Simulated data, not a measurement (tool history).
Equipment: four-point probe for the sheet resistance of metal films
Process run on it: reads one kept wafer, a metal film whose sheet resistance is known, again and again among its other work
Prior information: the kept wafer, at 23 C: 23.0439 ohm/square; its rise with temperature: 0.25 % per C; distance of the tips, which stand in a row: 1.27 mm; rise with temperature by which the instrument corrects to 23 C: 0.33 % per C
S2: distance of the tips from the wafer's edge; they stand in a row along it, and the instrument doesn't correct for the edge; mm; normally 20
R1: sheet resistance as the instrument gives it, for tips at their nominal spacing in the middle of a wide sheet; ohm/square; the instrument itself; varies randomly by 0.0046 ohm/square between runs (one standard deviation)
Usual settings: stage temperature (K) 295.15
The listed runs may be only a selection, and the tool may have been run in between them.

{"run": 1, "hour": 0.0, "stage temperature (K)": 295.15, "S2": 20, "R1": 23.188639}
{"run": 2, "hour": 31.4, "stage temperature (K)": 295.15, "S2": 20, "R1": 23.198337}
{"run": 3, "hour": 65.1, "stage temperature (K)": 291.15, "S2": 20, "R1": 23.258821}
{"run": 4, "hour": 103.3, "stage temperature (K)": 291.15, "S2": 20, "R1": 23.264778}
{"run": 5, "hour": 134.3, "stage temperature (K)": 291.15, "S2": 20, "R1": 23.25895}
{"run": 6, "hour": 182.5, "stage temperature (K)": 291.15, "S2": 43, "R1": 23.215637}
{"run": 7, "hour": 232.8, "stage temperature (K)": 291.15, "S2": 43, "R1": 23.212258}
{"run": 8, "hour": 288.1, "stage temperature (K)": 291.15, "S2": 43, "R1": 23.215539}
{"hour": 291.8, "done": "stage's thermometer calibrated"}
{"run": 9, "hour": 333.1, "stage temperature (K)": 306.15, "S2": 15, "R1": 23.013444}
{"run": 10, "hour": 387.9, "stage temperature (K)": 306.15, "S2": 15, "R1": 23.021349}
{"run": 11, "hour": 445.8, "stage temperature (K)": 292.15, "S2": 33, "R1": 23.187234}
{"run": 12, "hour": 511.7, "stage temperature (K)": 292.15, "S2": 33, "R1": 23.186089}
{"hour": 524.2, "done": "stage's thermometer calibrated, once more"}
{"run": 13, "hour": 543.2, "stage temperature (K)": 292.15, "S2": 33, "R1": 23.202473}
{"run": 14, "hour": 586.1, "stage temperature (K)": 292.15, "S2": 41, "R1": 23.204475}

Measured less the same run without the tool's hidden state. The same run-to-run variation is in both; the gauge's scatter may not be:
Unlogged tool condition in this case: inner tips' distance over the nominal, %; tips' flats over new ones', %; wafer's true temperature over the reading, C; drift of the gauge itself on sheet_ohm, %.
run=1 R1=+0.083088
run=2 R1=+0.081331
run=3 R1=+0.079453
run=4 R1=+0.077367
run=5 R1=+0.075699
run=6 R1=+0.072843
run=7 R1=+0.070158
run=8 R1=+0.066949
run=9 R1=+0.061988
run=10 R1=+0.058799
run=11 R1=+0.055252
run=12 R1=+0.051627
run=13 R1=+0.073206
run=14 R1=+0.070677
